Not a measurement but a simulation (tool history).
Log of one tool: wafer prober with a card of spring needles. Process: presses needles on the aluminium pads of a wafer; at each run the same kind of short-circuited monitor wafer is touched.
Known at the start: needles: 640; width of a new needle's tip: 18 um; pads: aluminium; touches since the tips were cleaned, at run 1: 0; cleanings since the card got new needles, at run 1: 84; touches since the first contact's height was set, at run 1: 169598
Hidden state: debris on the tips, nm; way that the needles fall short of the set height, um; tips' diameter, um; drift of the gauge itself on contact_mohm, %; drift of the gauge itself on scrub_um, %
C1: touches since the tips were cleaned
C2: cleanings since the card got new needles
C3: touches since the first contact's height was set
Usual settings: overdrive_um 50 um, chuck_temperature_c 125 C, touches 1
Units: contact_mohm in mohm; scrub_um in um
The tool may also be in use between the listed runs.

run 1 hour=0.0 | overdrive_um=50 chuck_temperature_c=125 touches=1 | C1=0 C2=84 C3=169598 | contact_mohm=280 scrub_um=10.12
-- hour=8.6 tips cleaned on abrasive film
run 2 hour=13.4 | overdrive_um=50 chuck_temperature_c=125 touches=1 | C1=2221 C2=85 C3=175706 | contact_mohm=301 scrub_um=10.07
-- hour=17.1 tips cleaned on abrasive film
-- hour=26.4 tips cleaned on abrasive film
-- hour=36.0 tips cleaned on abrasive film
run 3 hour=38.4 | overdrive_um=50 chuck_temperature_c=102 touches=1 | C1=1104 C2=88 C3=187083 | contact_mohm=285 scrub_um=10.10
-- hour=45.7 tips cleaned on abrasive film
-- hour=48.0 height of the first contact set anew
-- hour=55.6 tips cleaned on abrasive film
run 4 hour=58.1 | overdrive_um=50 chuck_temperature_c=102 touches=1 | C1=1124 C2=90 C3=4593 | contact_mohm=286 scrub_um=10.50
-- hour=64.9 tips cleaned on abrasive film
run 5 hour=72.6 | overdrive_um=50 chuck_temperature_c=125 touches=1 | C1=3539 C2=91 C3=11226 | contact_mohm=298 scrub_um=10.50
-- hour=74.0 tips cleaned on abrasive film
-- hour=83.4 tips cleaned on abrasive film
-- hour=92.0 tips cleaned on abrasive film
-- hour=100.8 tips cleaned on abrasive film
run 6 hour=101.3 | overdrive_um=50 chuck_temperature_c=125 touches=3 | C1=265 C2=95 C3=24243 | contact_mohm=287 scrub_um=10.54
-- hour=110.5 tips cleaned on abrasive film
run 7 hour=112.9 | overdrive_um=50 chuck_temperature_c=125 touches=1 | C1=1133 C2=96 C3=29529 | contact_mohm=295 scrub_um=10.52
-- hour=120.1 tips cleaned on abrasive film
-- hour=128.9 tips cleaned on abrasive film
run 8 hour=133.5 | overdrive_um=50 chuck_temperature_c=125 touches=1 | C1=2148 C2=98 C3=38913 | contact_mohm=298 scrub_um=10.52
-- hour=137.2 tips cleaned on abrasive film
-- hour=146.1 tips cleaned on abrasive film
run 9 hour=146.9 | overdrive_um=50 chuck_temperature_c=125 touches=1 | C1=362 C2=100 C3=44951 | contact_mohm=285 scrub_um=10.49
-- hour=156.0 tips cleaned on abrasive film
-- hour=164.2 tips cleaned on abrasive film
-- hour=173.0 tips cleaned on abrasive film
run 10 hour=173.4 | overdrive_um=50 chuck_temperature_c=125 touches=1 | C1=173 C2=103 C3=57007 | contact_mohm=288 scrub_um=10.43
-- hour=182.7 tips cleaned on abrasive film
run 11 hour=190.5 | overdrive_um=50 chuck_temperature_c=125 touches=1 | C1=3596 C2=104 C3=64808 | contact_mohm=305 scrub_um=10.38
-- hour=192.6 tips cleaned on abrasive film
-- hour=202.3 tips cleaned on abrasive film
run 12 hour=204.1 | overdrive_um=50 chuck_temperature_c=33 touches=1 | C1=789 C2=106 C3=70955 | contact_mohm=266 scrub_um=10.40
-- hour=211.2 tips cleaned on abrasive film
run 13 hour=215.9 | overdrive_um=50 chuck_temperature_c=125 touches=1 | C1=2136 C2=107 C3=76347 | contact_mohm=298 scrub_um=10.27
-- hour=219.5 tips cleaned on abrasive film
-- hour=229.0 tips cleaned on abrasive film
-- hour=238.0 tips cleaned on abrasive film
run 14 hour=239.2 | overdrive_um=41 chuck_temperature_c=125 touches=1 | C1=576 C2=110 C3=86927 | contact_mohm=299 scrub_um=8.49
-- hour=247.3 tips cleaned on abrasive film
-- hour=255.8 tips cleaned on abrasive film
-- hour=264.5 tips cleaned on abrasive film
run 15 hour=267.7 | overdrive_um=50 chuck_temperature_c=125 touches=2 | C1=1437 C2=113 C3=99867 | contact_mohm=293 scrub_um=10.20
-- hour=273.3 tips cleaned on abrasive film
-- hour=282.4 tips cleaned on abrasive film
run 16 hour=282.4 | overdrive_um=50 chuck_temperature_c=125 touches=2 | C1=0 C2=115 C3=106540 | contact_mohm=280 scrub_um=10.30
-- hour=291.8 tips cleaned on abrasive film
run 17 hour=297.3 | overdrive_um=50 chuck_temperature_c=125 touches=2 | C1=2571 C2=116 C3=113377 | contact_mohm=292 scrub_um=10.21
-- hour=300.7 tips cleaned on abrasive film
-- hour=310.2 tips cleaned on abrasive film
run 18 hour=314.0 | overdrive_um=31 chuck_temperature_c=44 touches=1 | C1=1778 C2=118 C3=120954 | contact_mohm=308 scrub_um=6.23
-- hour=319.6 tips cleaned on abrasive film
-- hour=329.8 tips cleaned on abrasive film
-- hour=339.8 tips cleaned on abrasive film
run 19 hour=340.5 | overdrive_um=31 chuck_temperature_c=44 touches=1 | C1=320 C2=121 C3=133001 | contact_mohm=284 scrub_um=6.16
-- hour=348.7 tips cleaned on abrasive film
run 20 hour=354.0 | overdrive_um=31 chuck_temperature_c=44 touches=1 | C1=2451 C2=122 C3=139159 | contact_mohm=317 scrub_um=6.17
-- hour=357.6 tips cleaned on abrasive film
-- hour=366.6 tips cleaned on abrasive film
-- hour=376.3 tips cleaned on abrasive film
run 21 hour=380.5 | overdrive_um=31 chuck_temperature_c=44 touches=1 | C1=1900 C2=125 C3=151162 | contact_mohm=309 scrub_um=6.22
-- hour=385.1 tips cleaned on abrasive film
-- hour=394.4 tips cleaned on abrasive film
run 22 hour=396.0 | overdrive_um=30 chuck_temperature_c=104 touches=1 | C1=729 C2=127 C3=158196 | contact_mohm=313 scrub_um=5.92
-- hour=402.8 tips cleaned on abrasive film
-- hour=411.6 tips cleaned on abrasive film
-- hour=421.4 tips cleaned on abrasive film
run 23 hour=423.8 | overdrive_um=30 chuck_temperature_c=104 touches=1 | C1=1107 C2=130 C3=170863 | contact_mohm=315 scrub_um=5.90
-- hour=431.4 tips cleaned on abrasive film
-- hour=440.5 tips cleaned on abrasive film
run 24 hour=441.0 | overdrive_um=62 chuck_temperature_c=86 touches=3 | C1=239 C2=132 C3=178671 | contact_mohm=270 scrub_um=12.47
-- hour=448.7 tips cleaned on abrasive film
-- hour=457.8 tips cleaned on abrasive film
-- hour=466.3 tips cleaned on abrasive film
run 25 hour=466.6 | overdrive_um=62 chuck_temperature_c=86 touches=3 | C1=141 C2=135 C3=190288 | contact_mohm=272 scrub_um=12.61
-- hour=468.1 height of the first contact set anew
-- hour=475.7 tips cleaned on abrasive film
run 26 hour=481.3 | overdrive_um=61 chuck_temperature_c=56 touches=3 | C1=2537 C2=136 C3=5989 | contact_mohm=268 scrub_um=12.94
-- hour=485.1 tips cleaned on abrasive film
-- hour=493.4 tips cleaned on abrasive film
-- hour=503.0 tips cleaned on abrasive film
run 27 hour=503.4 | overdrive_um=47 chuck_temperature_c=72 touches=3 | C1=183 C2=139 C3=16029 | contact_mohm=273 scrub_um=9.89
-- hour=513.0 tips cleaned on abrasive film
-- hour=521.4 tips cleaned on abrasive film
run 28 hour=526.7 | overdrive_um=34 chuck_temperature_c=37 touches=2 | C1=2445 C2=141 C3=26653 | contact_mohm=283 scrub_um=7.13
-- hour=530.9 tips cleaned on abrasive film
-- hour=540.3 tips cleaned on abrasive film
-- hour=549.3 tips cleaned on abrasive film
run 29 hour=552.1 | overdrive_um=34 chuck_temperature_c=37 touches=2 | C1=1298 C2=144 C3=38177 | contact_mohm=280 scrub_um=7.07
-- hour=558.2 tips cleaned on abrasive film
run 30 hour=564.8 | overdrive_um=34 chuck_temperature_c=37 touches=2 | C1=3066 C2=145 C3=43985 | contact_mohm=293 scrub_um=7.07

Hidden state or all else? Some run-to-run changes of contact_mohm, split into what the settings, what came in and random variation would give without the hidden state, and what is left for the hidden state (with any gauge scatter that isn't in both results):
Run 11 -> 12: chuck_temperature_c 125 -> 33, tips cleaned on abrasive film, tips cleaned on abrasive film. contact_mohm -39 mohm: hidden state -12, all else -27.
Run 17 -> 18: overdrive_um 50 -> 31, chuck_temperature_c 125 -> 44, touches 2 -> 1, tips cleaned on abrasive film, tips cleaned on abrasive film. contact_mohm +16 mohm: hidden state +27, all else -11.
Run 19 -> 20: tips cleaned on abrasive film. contact_mohm +33 mohm: hidden state +33, all else +0.
Run 23 -> 24: overdrive_um 30 -> 62, chuck_temperature_c 104 -> 86, touches 1 -> 3, tips cleaned on abrasive film, tips cleaned on abrasive film. contact_mohm -45 mohm: hidden state -29, all else -16.
